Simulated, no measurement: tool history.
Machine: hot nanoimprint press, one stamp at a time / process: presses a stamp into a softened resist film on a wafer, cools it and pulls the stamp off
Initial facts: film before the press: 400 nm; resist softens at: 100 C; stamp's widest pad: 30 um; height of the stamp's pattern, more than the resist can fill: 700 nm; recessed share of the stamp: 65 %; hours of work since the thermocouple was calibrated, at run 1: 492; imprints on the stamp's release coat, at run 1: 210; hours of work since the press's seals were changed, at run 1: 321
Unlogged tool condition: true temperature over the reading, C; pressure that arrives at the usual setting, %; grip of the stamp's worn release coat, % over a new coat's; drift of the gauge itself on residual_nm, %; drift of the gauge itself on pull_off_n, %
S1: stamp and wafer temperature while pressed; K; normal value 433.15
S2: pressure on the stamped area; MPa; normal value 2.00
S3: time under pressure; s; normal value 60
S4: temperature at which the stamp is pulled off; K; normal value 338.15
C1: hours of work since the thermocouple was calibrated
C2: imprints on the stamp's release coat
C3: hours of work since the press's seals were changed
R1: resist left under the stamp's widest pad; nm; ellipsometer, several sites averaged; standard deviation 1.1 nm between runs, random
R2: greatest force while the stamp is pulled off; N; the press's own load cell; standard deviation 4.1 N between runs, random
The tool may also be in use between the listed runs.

{"run": 1, "hour": 0.0, "S1": 433.15, "S2": 2.0, "S3": 60, "S4": 338.15, "C1": 492, "C2": 210, "C3": 321, "R1": 166.7, "R2": 215}
{"hour": 59.1, "done": "plate thermocouple calibrated"}
{"run": 2, "hour": 72.2, "S1": 433.15, "S2": 2.0, "S3": 90, "S4": 338.15, "C1": 9, "C2": 493, "C3": 367, "R1": 133.2, "R2": 230}
{"run": 3, "hour": 152.7, "S1": 433.15, "S2": 2.0, "S3": 90, "S4": 338.15, "C1": 63, "C2": 823, "C3": 421, "R1": 134.0, "R2": 253}
{"hour": 201.9, "done": "stamp cleaned and given a new release coat"}
{"run": 4, "hour": 208.1, "S1": 433.15, "S2": 2.0, "S3": 90, "S4": 338.15, "C1": 96, "C2": 26, "C3": 454, "R1": 135.1, "R2": 200}
{"run": 5, "hour": 298.5, "S1": 433.15, "S2": 2.0, "S3": 90, "S4": 338.15, "C1": 156, "C2": 396, "C3": 515, "R1": 133.8, "R2": 221}
{"run": 6, "hour": 389.2, "S1": 433.15, "S2": 2.0, "S3": 90, "S4": 338.15, "C1": 217, "C2": 766, "C3": 575, "R1": 137.5, "R2": 253}
{"hour": 450.7, "done": "stamp cleaned and given a new release coat"}
{"run": 7, "hour": 460.3, "S1": 433.15, "S2": 2.0, "S3": 90, "S4": 338.15, "C1": 261, "C2": 39, "C3": 619, "R1": 140.4, "R2": 206}
{"run": 8, "hour": 503.7, "S1": 433.15, "S2": 1.8, "S3": 90, "S4": 338.15, "C1": 290, "C2": 216, "C3": 648, "R1": 146.7, "R2": 218}
{"run": 9, "hour": 589.2, "S1": 433.15, "S2": 1.8, "S3": 90, "S4": 340.15, "C1": 347, "C2": 566, "C3": 705, "R1": 147.6, "R2": 237}
{"run": 10, "hour": 659.2, "S1": 433.15, "S2": 1.8, "S3": 90, "S4": 340.15, "C1": 394, "C2": 852, "C3": 752, "R1": 147.9, "R2": 247}
{"hour": 701.2, "done": "stamp cleaned and given a new release coat"}
{"run": 11, "hour": 748.0, "S1": 433.15, "S2": 1.8, "S3": 66, "S4": 340.15, "C1": 449, "C2": 191, "C3": 808, "R1": 170.9, "R2": 207}
{"run": 12, "hour": 817.1, "S1": 433.15, "S2": 1.8, "S3": 66, "S4": 340.15, "C1": 496, "C2": 474, "C3": 854, "R1": 169.3, "R2": 219}
{"hour": 865.6, "done": "plate thermocouple calibrated"}
{"run": 13, "hour": 882.1, "S1": 433.15, "S2": 2.0, "S3": 60, "S4": 338.15, "C1": 11, "C2": 727, "C3": 896, "R1": 157.9, "R2": 246}
{"hour": 956.4, "done": "stamp cleaned and given a new release coat"}
{"run": 14, "hour": 969.2, "S1": 433.15, "S2": 2.0, "S3": 60, "S4": 338.15, "C1": 65, "C2": 52, "C3": 950, "R1": 161.3, "R2": 198}
{"run": 15, "hour": 1048.9, "S1": 433.15, "S2": 2.0, "S3": 60, "S4": 338.15, "C1": 119, "C2": 378, "C3": 1003, "R1": 163.9, "R2": 226}
{"run": 16, "hour": 1106.7, "S1": 434.15, "S2": 2.0, "S3": 91, "S4": 338.15, "C1": 158, "C2": 615, "C3": 1042, "R1": 134.6, "R2": 245}
{"run": 17, "hour": 1169.2, "S1": 444.15, "S2": 1.45, "S3": 91, "S4": 338.15, "C1": 199, "C2": 870, "C3": 1084, "R1": 97.8, "R2": 253}
{"hour": 1210.3, "done": "stamp cleaned and given a new release coat"}
{"run": 18, "hour": 1233.6, "S1": 444.15, "S2": 2.5, "S3": 62, "S4": 338.15, "C1": 239, "C2": 95, "C3": 1123, "R1": 88.6, "R2": 208}
{"run": 19, "hour": 1272.1, "S1": 444.15, "S2": 2.45, "S3": 67, "S4": 338.15, "C1": 264, "C2": 252, "C3": 1149, "R1": 85.2, "R2": 215}
{"run": 20, "hour": 1357.8, "S1": 443.15, "S2": 2.93, "S3": 67, "S4": 337.15, "C1": 322, "C2": 603, "C3": 1206, "R1": 82.7, "R2": 248}
{"hour": 1436.1, "done": "press's hydraulic seals changed and the load cell set to zero"}
{"run": 21, "hour": 1446.3, "S1": 433.15, "S2": 1.95, "S3": 60, "S4": 335.15, "C1": 376, "C2": 932, "C3": 7, "R1": 167.7, "R2": 268}
{"hour": 1469.9, "done": "stamp cleaned and given a new release coat"}
{"run": 22, "hour": 1498.7, "S1": 433.15, "S2": 2.86, "S3": 60, "S4": 338.15, "C1": 407, "C2": 118, "C3": 38, "R1": 142.1, "R2": 220}
{"run": 23, "hour": 1562.0, "S1": 433.15, "S2": 2.86, "S3": 60, "S4": 338.15, "C1": 449, "C2": 377, "C3": 80, "R1": 143.5, "R2": 224}
{"run": 24, "hour": 1638.4, "S1": 430.15, "S2": 1.82, "S3": 49, "S4": 331.15, "C1": 500, "C2": 689, "C3": 132, "R1": 220.0, "R2": 282}
{"hour": 1681.9, "done": "plate thermocouple calibrated"}
{"run": 25, "hour": 1690.6, "S1": 429.15, "S2": 1.71, "S3": 79, "S4": 341.15, "C1": 6, "C2": 891, "C3": 165, "R1": 184.7, "R2": 229}
{"hour": 1726.2, "done": "stamp cleaned and given a new release coat"}
{"run": 26, "hour": 1790.9, "S1": 431.15, "S2": 1.27, "S3": 98, "S4": 328.15, "C1": 69, "C2": 264, "C3": 228, "R1": 175.3, "R2": 257}
{"run": 27, "hour": 1849.0, "S1": 433.15, "S2": 1.26, "S3": 94, "S4": 338.15, "C1": 108, "C2": 502, "C3": 267, "R1": 164.2, "R2": 237}
{"run": 28, "hour": 1919.8, "S1": 433.15, "S2": 1.26, "S3": 94, "S4": 338.15, "C1": 155, "C2": 792, "C3": 314, "R1": 164.4, "R2": 256}
{"hour": 1979.6, "done": "stamp cleaned and given a new release coat"}
{"run": 29, "hour": 2011.4, "S1": 424.15, "S2": 2.11, "S3": 94, "S4": 338.15, "C1": 213, "C2": 130, "C3": 371, "R1": 206.2, "R2": 219}

4 options for the next run, each taken on its own from the tool as it stands now. Forecast them:
{"run": "A", "hour": 2100.6, "S1": 428.15, "S2": 2.0, "S3": 106, "S4": 338.15, "C1": 272, "C2": 495, "C3": 431, "R1": "?", "R2": "?"}
{"run": "B", "hour": 2100.6, "S1": 427.15, "S2": 2.0, "S3": 49, "S4": 343.15, "C1": 272, "C2": 495, "C3": 431, "R1": "?", "R2": "?"}
{"run": "C", "hour": 2100.6, "S1": 424.15, "S2": 2.8, "S3": 94, "S4": 338.15, "C1": 272, "C2": 495, "C3": 431, "R1": "?", "R2": "?"}
{"run": "D", "hour": 2100.6, "S1": 433.15, "S2": 2.0, "S3": 42, "S4": 338.15, "C1": 272, "C2": 495, "C3": 431, "R1": "?", "R2": "?"}

run=A R1=166.6 R2=230
run=B R1=229.9 R2=211
run=C R1=183.0 R2=227
run=D R1=184.3 R2=228
Had the tool no hidden state, the same runs would have come out as:
run=A R1=160.4 R2=199
run=B R1=222.9 R2=182
run=C R1=175.7 R2=196
run=D R1=178.2 R2=198
